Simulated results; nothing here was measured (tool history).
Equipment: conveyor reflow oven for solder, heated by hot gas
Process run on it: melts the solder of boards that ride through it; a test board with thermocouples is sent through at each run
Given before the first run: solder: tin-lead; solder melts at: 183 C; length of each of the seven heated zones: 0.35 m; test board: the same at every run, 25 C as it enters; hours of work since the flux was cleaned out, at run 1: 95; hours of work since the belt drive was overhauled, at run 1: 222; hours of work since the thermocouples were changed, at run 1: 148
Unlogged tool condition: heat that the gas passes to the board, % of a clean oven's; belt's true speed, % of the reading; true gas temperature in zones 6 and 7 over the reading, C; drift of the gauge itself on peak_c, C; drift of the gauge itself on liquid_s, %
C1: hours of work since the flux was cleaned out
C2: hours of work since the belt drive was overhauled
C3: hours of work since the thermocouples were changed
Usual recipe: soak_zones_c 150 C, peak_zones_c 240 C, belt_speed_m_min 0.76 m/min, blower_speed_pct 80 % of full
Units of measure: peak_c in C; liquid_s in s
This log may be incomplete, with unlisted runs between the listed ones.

Run 1, hour 0: usual settings; C1 95; C2 222; C3 148. Result: peak_c 219.4 C, liquid_s 45.1 s.
Run 2, hour 7.3: usual settings; C1 98; C2 225; C3 151. Result: peak_c 219.3 C, liquid_s 44.9 s.
Run 3, hour 12: usual settings; C1 100; C2 227; C3 153. Result: peak_c 219.1 C, liquid_s 45.3 s.
Run 4, hour 22.5: usual settings; C1 105; C2 231; C3 157. Result: peak_c 219.3 C, liquid_s 45.1 s.
Run 5, hour 29.8: usual settings; C1 108; C2 234; C3 160. Result: peak_c 219.5 C, liquid_s 45.1 s.
Run 6, hour 36.4: usual settings but peak_zones_c 254 C; C1 110; C2 236; C3 163. Result: peak_c 230.3 C, liquid_s 50 s.
Run 7, hour 42.1: usual settings but peak_zones_c 254 C; C1 112; C2 239; C3 165. Result: peak_c 230.7 C, liquid_s 50.3 s.
Run 8, hour 53.1: usual settings but blower_speed_pct 71 % of full; C1 117; C2 243; C3 170. Result: peak_c 216.1 C, liquid_s 43.2 s.
Run 9, hour 57.9: usual settings but blower_speed_pct 71 % of full; C1 119; C2 245; C3 171. Result: peak_c 216.4 C, liquid_s 43.1 s.
Run 10, hour 63.6: usual settings but blower_speed_pct 71 % of full; C1 121; C2 247; C3 174. Result: peak_c 216.1 C, liquid_s 43 s.
Run 11, hour 70.1: usual settings but blower_speed_pct 71 % of full; C1 124; C2 250; C3 176. Result: peak_c 216.8 C, liquid_s 43.1 s.
Run 12, hour 79.2: usual settings but blower_speed_pct 71 % of full; C1 128; C2 254; C3 180. Result: peak_c 216.5 C, liquid_s 42.9 s.
Run 13, hour 87.5: usual settings but soak_zones_c 139 C, belt_speed_m_min 0.899 m/min, blower_speed_pct 77 % of full; C1 131; C2 257; C3 183. Result: peak_c 208.2 C, liquid_s 28.6 s.
Run 14, hour 96: usual settings but soak_zones_c 139 C, belt_speed_m_min 0.899 m/min, blower_speed_pct 77 % of full; C1 134; C2 261; C3 187. Result: peak_c 208.2 C, liquid_s 28.6 s.
Run 15, hour 101.2: usual settings but soak_zones_c 137 C, peak_zones_c 241 C, belt_speed_m_min 0.705 m/min, blower_speed_pct 53 % of full; C1 136; C2 263; C3 189. Result: peak_c 208.2 C, liquid_s 35.6 s.
Run 16, hour 112.2: usual settings but soak_zones_c 156 C, blower_speed_pct 83 % of full; C1 141; C2 267; C3 193. Result: peak_c 220.8 C, liquid_s 48.1 s.
Run 17, hour 121.9: usual settings but soak_zones_c 156 C, blower_speed_pct 83 % of full; C1 145; C2 271; C3 197. Result: peak_c 220.7 C, liquid_s 48.3 s.
Run 18, hour 132.9: usual settings but soak_zones_c 156 C, blower_speed_pct 83 % of full; C1 149; C2 276; C3 202. Result: peak_c 221.3 C, liquid_s 48 s.
Run 19, hour 138: usual settings but soak_zones_c 147 C, peak_zones_c 243 C, belt_speed_m_min 0.809 m/min, blower_speed_pct 77 % of full; C1 151; C2 278; C3 204. Result: peak_c 216.9 C, liquid_s 39.7 s.

Below are 3 alternative next runs, each starting from the tool's condition after run 19. Predict each:
Run A, hour 145.1: usual settings but soak_zones_c 151 C, peak_zones_c 233 C, belt_speed_m_min 0.879 m/min, blower_speed_pct 77 % of full; C1 154; C2 280; C3 207. Result: peak_c ?, liquid_s ?.
Run B, hour 145.1: usual settings but soak_zones_c 159 C, belt_speed_m_min 0.809 m/min, blower_speed_pct 89 % of full; C1 154; C2 280; C3 207. Result: peak_c ?, liquid_s ?.
Run C, hour 145.1: usual settings but soak_zones_c 147 C, peak_zones_c 245 C, belt_speed_m_min 0.809 m/min, blower_speed_pct 79 % of full; C1 154; C2 280; C3 207. Result: peak_c ?, liquid_s ?.

run  peak_c  liquid_s
  A   207.2      31.2
  B   221.2      46.2
  C   219.9      41.1
Without the tool's unlogged condition, the same runs would have read:
run  peak_c  liquid_s
  A   209.1      32.7
  B   223.1        47
  C     222      42.2

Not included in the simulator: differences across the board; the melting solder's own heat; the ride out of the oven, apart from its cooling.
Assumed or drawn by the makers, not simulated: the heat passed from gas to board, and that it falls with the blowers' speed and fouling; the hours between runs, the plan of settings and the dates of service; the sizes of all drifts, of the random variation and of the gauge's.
